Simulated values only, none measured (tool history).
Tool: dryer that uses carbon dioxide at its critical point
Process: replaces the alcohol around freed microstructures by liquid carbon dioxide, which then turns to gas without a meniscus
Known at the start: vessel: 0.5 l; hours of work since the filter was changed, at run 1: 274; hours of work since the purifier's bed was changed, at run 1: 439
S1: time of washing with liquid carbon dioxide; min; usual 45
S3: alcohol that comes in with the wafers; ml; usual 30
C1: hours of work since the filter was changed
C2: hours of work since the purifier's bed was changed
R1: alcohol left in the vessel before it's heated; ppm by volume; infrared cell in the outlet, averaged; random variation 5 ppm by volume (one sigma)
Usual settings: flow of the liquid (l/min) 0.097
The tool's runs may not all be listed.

run 1 hour=0 | S1=45 flow_of_the_liquid_(l/min)=0.097 S3=30 | C1=274 C2=439 | R1=112
run 2 hour=38.5 | S1=45 flow_of_the_liquid_(l/min)=0.0817 S3=30 | C1=286 C2=451 | R1=226
run 3 hour=76.9 | S1=45 flow_of_the_liquid_(l/min)=0.0817 S3=30 | C1=298 C2=463 | R1=231
run 4 hour=115.2 | S1=45 flow_of_the_liquid_(l/min)=0.0817 S3=66 | C1=310 C2=476 | R1=460
run 5 hour=148.4 | S1=45 flow_of_the_liquid_(l/min)=0.0817 S3=66 | C1=321 C2=486 | R1=486
run 6 hour=178.2 | S1=45 flow_of_the_liquid_(l/min)=0.097 S3=30 | C1=330 C2=495 | R1=123
run 7 hour=203.1 | S1=45 flow_of_the_liquid_(l/min)=0.097 S3=30 | C1=338 C2=503 | R1=130
run 8 hour=223.1 | S1=45 flow_of_the_liquid_(l/min)=0.097 S3=30 | C1=344 C2=509 | R1=117
run 9 hour=252.7 | S1=45 flow_of_the_liquid_(l/min)=0.097 S3=30 | C1=354 C2=519 | R1=138
run 10 hour=281 | S1=45 flow_of_the_liquid_(l/min)=0.097 S3=30 | C1=362 C2=528 | R1=130
run 11 hour=315.2 | S1=45 flow_of_the_liquid_(l/min)=0.097 S3=36 | C1=373 C2=538 | R1=156
run 12 hour=345.3 | S1=45 flow_of_the_liquid_(l/min)=0.097 S3=36 | C1=383 C2=548 | R1=160
run 13 hour=369.6 | S1=43 flow_of_the_liquid_(l/min)=0.097 S3=30 | C1=390 C2=555 | R1=163
run 14 hour=401.6 | S1=43 flow_of_the_liquid_(l/min)=0.097 S3=30 | C1=400 C2=565 | R1=170
run 15 hour=435.7 | S1=43 flow_of_the_liquid_(l/min)=0.097 S3=41 | C1=411 C2=576 | R1=208
run 16 hour=469.4 | S1=43 flow_of_the_liquid_(l/min)=0.097 S3=41 | C1=422 C2=587 | R1=220
run 17 hour=506.4 | S1=43 flow_of_the_liquid_(l/min)=0.097 S3=41 | C1=433 C2=598 | R1=232
run 18 hour=532.2 | S1=45 flow_of_the_liquid_(l/min)=0.097 S3=30 | C1=441 C2=607 | R1=158
run 19 hour=550.9 | S1=45 flow_of_the_liquid_(l/min)=0.097 S3=30 | C1=447 C2=612 | R1=160
-- hour=578.6 inlet filter changed
run 20 hour=579.2 | S1=45 flow_of_the_liquid_(l/min)=0.097 S3=30 | C1=0 C2=621 | R1=101
run 21 hour=611.7 | S1=45 flow_of_the_liquid_(l/min)=0.1416 S3=30 | C1=10 C2=631 | R1=67
run 22 hour=631.8 | S1=45 flow_of_the_liquid_(l/min)=0.097 S3=30 | C1=17 C2=637 | R1=97
run 23 hour=660.9 | S1=45 flow_of_the_liquid_(l/min)=0.097 S3=30 | C1=26 C2=647 | R1=96
run 24 hour=684.3 | S1=45 flow_of_the_liquid_(l/min)=0.097 S3=30 | C1=33 C2=654 | R1=102
run 25 hour=708.5 | S1=45 flow_of_the_liquid_(l/min)=0.097 S3=30 | C1=41 C2=662 | R1=105
run 26 hour=739.9 | S1=45 flow_of_the_liquid_(l/min)=0.0585 S3=29 | C1=51 C2=671 | R1=646
run 27 hour=757.1 | S1=33 flow_of_the_liquid_(l/min)=0.1315 S3=22 | C1=56 C2=677 | R1=108
run 28 hour=793 | S1=66 flow_of_the_liquid_(l/min)=0.1416 S3=22 | C1=67 C2=688 | R1=73
run 29 hour=824.6 | S1=66 flow_of_the_liquid_(l/min)=0.1416 S3=22 | C1=77 C2=698 | R1=77
run 30 hour=864.2 | S1=66 flow_of_the_liquid_(l/min)=0.0918 S3=22 | C1=90 C2=710 | R1=78
run 31 hour=901.2 | S1=38 flow_of_the_liquid_(l/min)=0.097 S3=30 | C1=101 C2=722 | R1=191
run 32 hour=919.3 | S1=38 flow_of_the_liquid_(l/min)=0.097 S3=30 | C1=107 C2=728 | R1=196
run 33 hour=958.2 | S1=56 flow_of_the_liquid_(l/min)=0.1038 S3=34 | C1=119 C2=740 | R1=81
run 34 hour=987.1 | S1=30 flow_of_the_liquid_(l/min)=0.1492 S3=82 | C1=128 C2=749 | R1=158
run 35 hour=1016.3 | S1=28 flow_of_the_liquid_(l/min)=0.0994 S3=26 | C1=137 C2=758 | R1=530
-- hour=1052.2 purifier's bed changed
run 36 hour=1056 | S1=47 flow_of_the_liquid_(l/min)=0.097 S3=30 | C1=149 C2=1 | R1=22
run 37 hour=1078.5 | S1=40 flow_of_the_liquid_(l/min)=0.0724 S3=67 | C1=156 C2=8 | R1=991
run 38 hour=1105.3 | S1=40 flow_of_the_liquid_(l/min)=0.0724 S3=67 | C1=164 C2=17 | R1=1014
run 39 hour=1124.2 | S1=40 flow_of_the_liquid_(l/min)=0.0724 S3=67 | C1=170 C2=23 | R1=1044
run 40 hour=1157.8 | S1=53 flow_of_the_liquid_(l/min)=0.0841 S3=41 | C1=181 C2=33 | R1=44
run 41 hour=1178.4 | S1=53 flow_of_the_liquid_(l/min)=0.0841 S3=41 | C1=187 C2=40 | R1=59
run 42 hour=1216.6 | S1=52 flow_of_the_liquid_(l/min)=0.109 S3=46 | C1=199 C2=52 | R1=16
run 43 hour=1251.4 | S1=52 flow_of_the_liquid_(l/min)=0.109 S3=34 | C1=210 C2=63 | R1=13
run 44 hour=1269 | S1=52 flow_of_the_liquid_(l/min)=0.109 S3=34 | C1=216 C2=68 | R1=25
run 45 hour=1308.5 | S1=39 flow_of_the_liquid_(l/min)=0.109 S3=21 | C1=228 C2=81 | R1=53
run 46 hour=1345.6 | S1=39 flow_of_the_liquid_(l/min)=0.109 S3=21 | C1=240 C2=92 | R1=51
run 47 hour=1366.4 | S1=39 flow_of_the_liquid_(l/min)=0.109 S3=21 | C1=247 C2=99 | R1=53

3 ways to go on from here, each from the tool as it stands after run 47. What would each give?
run A hour=1386.6 | S1=31 flow_of_the_liquid_(l/min)=0.109 S3=78 | C1=253 C2=105 | R1=?
run B hour=1386.6 | S1=35 flow_of_the_liquid_(l/min)=0.143 S3=50 | C1=253 C2=105 | R1=?
run C hour=1386.6 | S1=66 flow_of_the_liquid_(l/min)=0.1442 S3=21 | C1=253 C2=105 | R1=?

run=A R1=631
run=B R1=46
run=C R1=20
Without the tool's hidden state the same runs would have given:
run=A R1=339
run=B R1=17
run=C R1=8
